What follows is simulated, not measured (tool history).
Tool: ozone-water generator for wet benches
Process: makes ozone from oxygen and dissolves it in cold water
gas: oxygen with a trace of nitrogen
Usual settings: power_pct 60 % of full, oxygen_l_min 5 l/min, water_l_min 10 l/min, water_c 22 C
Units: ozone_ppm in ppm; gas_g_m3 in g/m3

run    hour  power_pct  oxygen_l_min  water_l_min  water_c  ozone_ppm  gas_g_m3
  1       0         60             5           10       22       23.3     160.7
  2   104.8         60             5           10       22       23.2     157.8
  3   171.3         60           8.1           10       22       20.8     122.9
  4   284.7         60             5           10       22       23.1     158.9
  5   344.8         50             5           10       22       19.9     136.8
  6   417.4         60             5           10       22       23.1       159
  7   510.8         60          7.29           10       22       21.3     129.7
  8   569.9         60          7.29           10       22       21.4     128.5
  9   669.3         60             5           10       21       23.1     156.4
 10   752.7         60             5           10       21       23.1     156.9
      807.7  -- contactor cleaned
 11   860.2         60           6.7           10       22       22.1       135
 12   947.6         60           6.7           10       22       22.1     134.8
 13  1020.3         60           6.7           10       22       21.9       134
 14  1112.4         60           6.7           10       20         23     134.8
 15  1205.1         60           6.7           10       20       23.1     132.7
 16  1261.5         60           6.7           10       20       22.6     134.2
 17  1326.9         54           6.7            9       20       21.8     122.9
 18  1375.9         54          4.18           14       20       18.6     157.1
 19  1436.7         60             5            7       22       26.6     154.2
 20  1505.1         81          7.41           10       18       29.4     161.4
 21  1603.7         81          7.41           10       18       28.9     158.9
 22  1662.7         81          7.41           13       18       26.2     158.3
 23  1760.2         54          7.41           13       18       18.8     115.1
 24  1824.8         60          6.63           10       22       21.5     131.8
 25  1933.5         60          6.63           10       22       21.3     130.6
 26  2040.8         60          6.63           10       22       21.2       132
 27  2090.7         60          6.63           10       22       21.4     129.7
 28    2166         60          6.63           10       22       21.2     131.1
 29  2243.3         60          6.63           10       22         21     130.9
 30    2342         60          6.63           10       22       21.1       130
 31    2450         73          2.61           10       22       26.8       246

Forecast run 32:
 32  2522.6         98          7.32           10       15          ?         ?

{"run 32": {"ozone_ppm": 34.4, "gas_g_m3": 182.6}}
Without the tool's hidden state the same run would have given ozone_ppm 41.3 ppm, gas_g_m3 212.4 g/m3.
